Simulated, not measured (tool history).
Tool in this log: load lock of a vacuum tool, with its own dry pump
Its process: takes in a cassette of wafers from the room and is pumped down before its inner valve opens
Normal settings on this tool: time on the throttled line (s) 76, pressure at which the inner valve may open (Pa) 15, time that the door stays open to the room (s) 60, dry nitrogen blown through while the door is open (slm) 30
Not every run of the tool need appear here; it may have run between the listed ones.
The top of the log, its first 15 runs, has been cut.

run	hour	time on the throttled line (s)	pressure at which the inner valve may open (Pa)	time that the door stays open to the room (s)	dry nitrogen blown through while the door is open (slm)	hours that the pump has run since its overhaul	times that the door has closed on its seal	incoming humidity of the room's air, %	time from the closed door until the inner valve may open (s)	rise of the pressure with all valves shut (Pa/min)
16	1447.8	76	15	67	30	5601	15021	41.8	99.3	0.069
17	1538.3	76	15	67	30	5692	15286	42.6	99.4	0.063
18	1613.0	76	15	67	30	5766	15505	47.2	99.3	0.075
19	1678.5	47	15	60	30	5832	15697	44.6	73.0	0.071
20	1767.8	138	17	60	19	5921	15958	47.7	155.0	0.073
21	1875.0	78	17	60	5	6028	16272	43.9	101.0	0.095
22	1982.2	65	13	60	5	6136	16586	46.4	90.2	0.104
23	2115.1	65	13	60	5	6268	16975	46.0	90.1	0.107
24	2185.9	99	11	60	32	6339	17182	45.7	121.5	0.075
25	2253.7	99	11	60	32	6407	17381	45.6	121.2	0.069
26	2383.2	99	11	78	13	6537	17760	48.6	121.5	0.095
27	2463.8	144	24	70	6	6617	17996	44.3	159.9	0.104
28	2555.7	46	15	54	30	6709	18265	47.0	72.3	0.078
29	2644.9	101	28	219	4	6798	18526	43.8	119.8	0.139
30	2712.6	127	28	27	4	6866	18724	45.9	143.9	0.091
31	2776.3	127	28	27	4	6930	18911	44.7	143.6	0.089
32	2862.7	127	28	65	6	7016	19164	45.3	143.6	0.107
33	2929.4	60	28	65	7	7083	19359	43.4	82.8	0.105
34	2983.6	48	15	50	30	7137	19518	44.8	74.1	0.077
35	3072.6	117	15	55	8	7226	19779	43.3	137.0	0.098
36	3169.3	117	14	26	8	7323	20062	44.0	137.0	0.082
37	3274.2	76	15	58	30	7428	20369	43.4	99.4	0.084

Forecast each of these 3 alternatives for the next run:
A	3361.7	76	15	60	7	7515	20625	45.7	?	?
B	3361.7	83	15	58	7	7515	20625	46.6	?	?
C	3361.7	76	27	109	34	7515	20625	41.3	?	?

run	time from the closed door until the inner valve may open (s)	rise of the pressure with all valves shut (Pa/min)
A	99.6	0.109
B	106.0	0.107
C	97.9	0.086
With no hidden state in the tool, these same runs would have given:
run	time from the closed door until the inner valve may open (s)	rise of the pressure with all valves shut (Pa/min)
A	98.4	0.061
B	104.9	0.060
C	96.9	0.038
